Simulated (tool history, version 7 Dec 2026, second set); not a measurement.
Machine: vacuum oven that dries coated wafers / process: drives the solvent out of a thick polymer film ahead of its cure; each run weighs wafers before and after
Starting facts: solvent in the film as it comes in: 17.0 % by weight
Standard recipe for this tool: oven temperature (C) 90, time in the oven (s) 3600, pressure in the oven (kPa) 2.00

Run 1, hour 0.0: usual settings. Result: solvent left in the film (%) 2.64.
Run 2, hour 46.0: usual settings but oven temperature (C) 104. Result: solvent left in the film (%) 0.51.
Run 3, hour 67.6: usual settings but oven temperature (C) 104. Result: solvent left in the film (%) 0.51.
Run 4, hour 104.6: usual settings but oven temperature (C) 104. Result: solvent left in the film (%) 0.55.
Run 5, hour 133.5: usual settings but oven temperature (C) 104. Result: solvent left in the film (%) 0.53.
Run 6, hour 177.8: usual settings. Result: solvent left in the film (%) 2.65.
Run 7, hour 227.3: usual settings. Result: solvent left in the film (%) 2.64.
Run 8, hour 255.6: usual settings. Result: solvent left in the film (%) 2.61.
Run 9, hour 278.4: usual settings but oven temperature (C) 97. Result: solvent left in the film (%) 1.07.
Run 10, hour 300.0: usual settings but oven temperature (C) 82. Result: solvent left in the film (%) 5.52.
Run 11, hour 336.3: usual settings but oven temperature (C) 82. Result: solvent left in the film (%) 5.49.
Run 12, hour 366.1: usual settings but oven temperature (C) 82. Result: solvent left in the film (%) 5.50.
Run 13, hour 418.2: usual settings but oven temperature (C) 82. Result: solvent left in the film (%) 5.53.
Run 14, hour 446.0: usual settings but oven temperature (C) 82. Result: solvent left in the film (%) 5.55.
Run 15, hour 469.7: usual settings but time in the oven (s) 2880. Result: solvent left in the film (%) 3.52.
Run 16, hour 498.5: usual settings but oven temperature (C) 78. Result: solvent left in the film (%) 7.10.
At hour 504.5: oven's thermocouples calibrated.
Run 17, hour 525.8: usual settings but pressure in the oven (kPa) 1.14. Result: solvent left in the film (%) 2.32.
Run 18, hour 552.0: usual settings but pressure in the oven (kPa) 1.14. Result: solvent left in the film (%) 2.32.
Run 19, hour 578.6: usual settings but pressure in the oven (kPa) 1.11. Result: solvent left in the film (%) 2.29.
Run 20, hour 600.5: usual settings but pressure in the oven (kPa) 1.11. Result: solvent left in the film (%) 2.31.
Run 21, hour 623.5: usual settings. Result: solvent left in the film (%) 2.61.
Run 22, hour 647.4: usual settings. Result: solvent left in the film (%) 2.60.
Run 23, hour 670.8: usual settings. Result: solvent left in the film (%) 2.58.
Run 24, hour 706.5: usual settings. Result: solvent left in the film (%) 2.61.
Run 25, hour 741.0: usual settings but oven temperature (C) 81, pressure in the oven (kPa) 2.45. Result: solvent left in the film (%) 6.01.
Run 26, hour 788.0: usual settings but oven temperature (C) 81, time in the oven (s) 4920, pressure in the oven (kPa) 1.02. Result: solvent left in the film (%) 4.05.
Run 27, hour 823.0: usual settings but oven temperature (C) 81, time in the oven (s) 4920, pressure in the oven (kPa) 1.02. Result: solvent left in the film (%) 4.04.
Run 28, hour 846.2: usual settings but oven temperature (C) 83, time in the oven (s) 2220. Result: solvent left in the film (%) 7.29.
Run 29, hour 898.0: usual settings but oven temperature (C) 83, time in the oven (s) 2220. Result: solvent left in the film (%) 7.31.

What does the tool deliver on the next run?
Run 30, hour 924.2: usual settings but time in the oven (s) 3060, pressure in the oven (kPa) 1.76. Result: solvent left in the film (%) ?.

For run 30 the tool returned solvent left in the film (%) 3.14.
Had the tool carried no hidden state, the very same run would have given solvent left in the film (%) 3.13.
